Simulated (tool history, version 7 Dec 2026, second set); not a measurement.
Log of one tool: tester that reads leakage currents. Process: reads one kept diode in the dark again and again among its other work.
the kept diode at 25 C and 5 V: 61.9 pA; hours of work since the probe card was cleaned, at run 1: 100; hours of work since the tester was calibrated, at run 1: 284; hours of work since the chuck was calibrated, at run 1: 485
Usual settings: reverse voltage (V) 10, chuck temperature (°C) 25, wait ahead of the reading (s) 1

run   hour  reverse voltage (V)  chuck temperature (°C)  wait ahead of the reading (s)  hours of work since the probe card was cleaned  hours of work since the tester was calibrated  hours of work since the chuck was calibrated  current that the tester gives (pA)
  1      0                   10                      25                              1                                             100                                            284                                           485                               92.33
  2   23.1                   10                      25                              1                                             116                                            300                                           501                               92.17
  3   42.7                   10                      25                              1                                             129                                            314                                           515                               92.73
  4   64.1                   10                      25                              1                                             144                                            328                                           529                               93.01
  5     80                   10                      25                              1                                             155                                            339                                           540                               93.18
      83.5  -- chuck's temperature calibrated
  6  101.1                   10                      25                           2.25                                             168                                            352                                            12                               92.51
  7  128.5                   10                      25                              1                                             187                                            371                                            31                               93.79
  8  149.2                   10                      23                              1                                             201                                            385                                            45                               81.41
  9  170.2                   10                      23                              1                                             216                                            400                                            59                               81.44
 10    196                   10                      23                              1                                             233                                            418                                            77                               81.67
     210.7  -- chuck's temperature calibrated, once more
 11  213.5                 12.7                      25                           3.85                                             244                                            428                                             2                              102.17
 12  234.9                  8.1                      27                           0.31                                             259                                            443                                            17                               98.77
 13  256.5                  8.7                      22                           9.92                                             273                                            458                                            31                               66.89
 14  273.1                  1.9                      45                           9.92                                             285                                            469                                            43                              159.28
 15  308.4                  1.9                      45                           9.92                                             309                                            493                                            67                              160.33
 16  339.6                   10                      25                            3.9                                             331                                            515                                            89                               90.61
 17  367.9                   10                      25                            3.9                                             350                                            534                                           108                               91.25
 18  401.3                  2.9                      25                           0.42                                             373                                            557                                           131                               49.93
 19    431                  3.9                      23                           0.34                                             393                                            578                                           151                               50.76

Forecast each of these 5 alternatives for the next run:
  A  452.3                   10                      25                           1.91                                             408                                            592                                           166                                   ?
  B  452.3                  4.3                      22                           0.34                                             408                                            592                                           166                                   ?
  C  452.3                   16                      23                           2.54                                             408                                            592                                           166                                   ?
  D  452.3                   10                      50                              1                                             408                                            592                                           166                                   ?
  E  452.3                  3.9                      27                           0.34                                             408                                            592                                           166                                   ?

run  current that the tester gives (pA)
  A                               92.46
  B                                49.8
  C                              102.18
  D                              513.49
  E                                67.5
Without the tool's hidden state the same runs would have given:
run  current that the tester gives (pA)
  A                               88.89
  B                               48.14
  C                               97.12
  D                              504.54
  E                               65.68
